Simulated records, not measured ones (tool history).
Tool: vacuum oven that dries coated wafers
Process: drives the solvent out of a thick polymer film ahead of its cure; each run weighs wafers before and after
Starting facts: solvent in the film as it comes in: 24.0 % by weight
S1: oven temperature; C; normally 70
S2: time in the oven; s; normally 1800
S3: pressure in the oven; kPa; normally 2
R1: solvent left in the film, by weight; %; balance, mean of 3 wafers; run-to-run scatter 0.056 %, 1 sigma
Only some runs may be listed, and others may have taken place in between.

| run | hour | S1 | S2 | S3 | R1 |
|---|---|---|---|---|---|
| 1 | 0 | 70 | 1800 | 2 | 4 |
| 2 | 72.7 | 70 | 1800 | 1.29 | 3.61 |
| 3 | 158.9 | 70 | 1020 | 1.29 | 7.18 |
| 4 | 231.5 | 70 | 1800 | 2 | 4.05 |
| 5 | 334.5 | 70 | 2520 | 2 | 2.55 |
| 6 | 413.6 | 70 | 1740 | 2 | 3.9 |
| 7 | 468.3 | 70 | 1740 | 2 | 4.05 |
| 8 | 515.2 | 70 | 1800 | 2.58 | 4.2 |
| 9 | 591.6 | 70 | 1800 | 2 | 4.02 |
| 10 | 658.9 | 76 | 1800 | 2 | 2.24 |
| 11 | 765.6 | 68 | 1800 | 2 | 4.84 |
| 12 | 813.5 | 68 | 1800 | 2 | 4.86 |
| 13 | 874.7 | 59 | 2160 | 6.95 | 11.77 |
| 14 | 944.6 | 59 | 2160 | 6.95 | 11.53 |
| 15 | 999.1 | 59 | 2160 | 6.95 | 11.91 |
| 16 | 1086.6 | 59 | 2160 | 6.95 | 11.75 |
| 17 | 1165.6 | 59 | 2160 | 6.95 | 11.76 |
| 18 | 1230.8 | 55 | 1680 | 2 | 11.69 |
| 19 | 1293.6 | 61 | 900 | 2 | 12.63 |
| 20 | 1391.4 | 61 | 900 | 2 | 12.44 |
| 21 | 1479.3 | 61 | 900 | 2 | 12.39 |
| 22 | 1580.5 | 70 | 2160 | 2 | 3.05 |
| 23 | 1670.4 | 62 | 2940 | 1.14 | 3.8 |

Taken out of this log: 2 entries between the listed runs. Where each belongs, and how the hidden state differs across it:
From run 5 to run 6: oven's thermocouples calibrated (hour 363.9)
  true wafer temperature over the reading, C: -0.64 -> -0.11; true pressure over the reading, kPa: 0.06 -> 0.07
  what was measured, less what the result would be without the hidden state, R1: +0.2 -> +0.07 %
From run 21 to run 22: oven's thermocouples calibrated (hour 1528.5)
  true wafer temperature over the reading, C: -0.74 -> 0.41; true pressure over the reading, kPa: 0.201 -> 0.212
  what was measured, less what the result would be without the hidden state, R1: +0.41 -> -0.01 %
